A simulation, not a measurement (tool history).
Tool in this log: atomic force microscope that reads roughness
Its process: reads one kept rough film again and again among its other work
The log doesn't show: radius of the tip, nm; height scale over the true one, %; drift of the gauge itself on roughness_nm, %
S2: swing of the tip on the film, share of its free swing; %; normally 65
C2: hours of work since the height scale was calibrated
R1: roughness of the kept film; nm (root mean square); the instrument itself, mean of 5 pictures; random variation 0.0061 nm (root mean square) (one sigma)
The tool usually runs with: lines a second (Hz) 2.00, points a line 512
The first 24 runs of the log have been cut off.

Run 25, hour 942.3: usual settings but points a line 400; pictures with this tip 87; C2 1927. Result: R1 1.125 nm (root mean square).
Run 26, hour 987.2: usual settings but points a line 400; pictures with this tip 144; C2 1953. Result: R1 1.113 nm (root mean square).
At hour 1002.5: new tip fitted.
Run 27, hour 1025.4: usual settings but points a line 400; pictures with this tip 30; C2 1975. Result: R1 1.128 nm (root mean square).
Run 28, hour 1069.9: usual settings but points a line 400; pictures with this tip 86; C2 2001. Result: R1 1.127 nm (root mean square).
Run 29, hour 1104.7: usual settings but lines a second (Hz) 2.27, S2 66 %, points a line 1007; pictures with this tip 131; C2 2021. Result: R1 1.105 nm (root mean square).
At hour 1130.2: new tip fitted.
Run 30, hour 1141.7: usual settings but lines a second (Hz) 0.77, S2 84 %, points a line 547; pictures with this tip 15; C2 2043. Result: R1 1.122 nm (root mean square).
Run 31, hour 1199.1: usual settings but lines a second (Hz) 2.12, S2 78 %, points a line 471; pictures with this tip 88; C2 2076. Result: R1 1.034 nm (root mean square).
Run 32, hour 1241.9: usual settings but lines a second (Hz) 2.66, S2 69 %, points a line 860; pictures with this tip 143; C2 2101. Result: R1 1.071 nm (root mean square).
At hour 1256.4: new tip fitted.
Run 33, hour 1280.1: usual settings but lines a second (Hz) 2.59, S2 88 %, points a line 860; pictures with this tip 30; C2 2123. Result: R1 0.915 nm (root mean square).
Run 34, hour 1320.8: usual settings but lines a second (Hz) 0.52, S2 66 %; pictures with this tip 82; C2 2147. Result: R1 1.174 nm (root mean square).
Run 35, hour 1345.5: usual settings but lines a second (Hz) 0.52, S2 66 %; pictures with this tip 114; C2 2161. Result: R1 1.170 nm (root mean square).
At hour 1384.9: new tip fitted.
Run 36, hour 1388.4: usual settings but S2 82 %, points a line 518; pictures with this tip 5; C2 2186. Result: R1 1.030 nm (root mean square).
Run 37, hour 1439.0: usual settings but S2 82 %, points a line 518; pictures with this tip 70; C2 2216. Result: R1 1.019 nm (root mean square).
Run 38, hour 1477.0: usual settings but S2 82 %, points a line 518; pictures with this tip 118; C2 2238. Result: R1 1.015 nm (root mean square).

Forecast run 39:
At hour 1511.7: new tip fitted.
Run 39, hour 1522.2: usual settings but lines a second (Hz) 0.68, S2 87 %, points a line 719; pictures with this tip 13; C2 2264. Result: R1 ?.

R1: 1.123 nm (root mean square)
Minus the tool's unlogged condition, the same run would have read R1 1.152 nm (root mean square).

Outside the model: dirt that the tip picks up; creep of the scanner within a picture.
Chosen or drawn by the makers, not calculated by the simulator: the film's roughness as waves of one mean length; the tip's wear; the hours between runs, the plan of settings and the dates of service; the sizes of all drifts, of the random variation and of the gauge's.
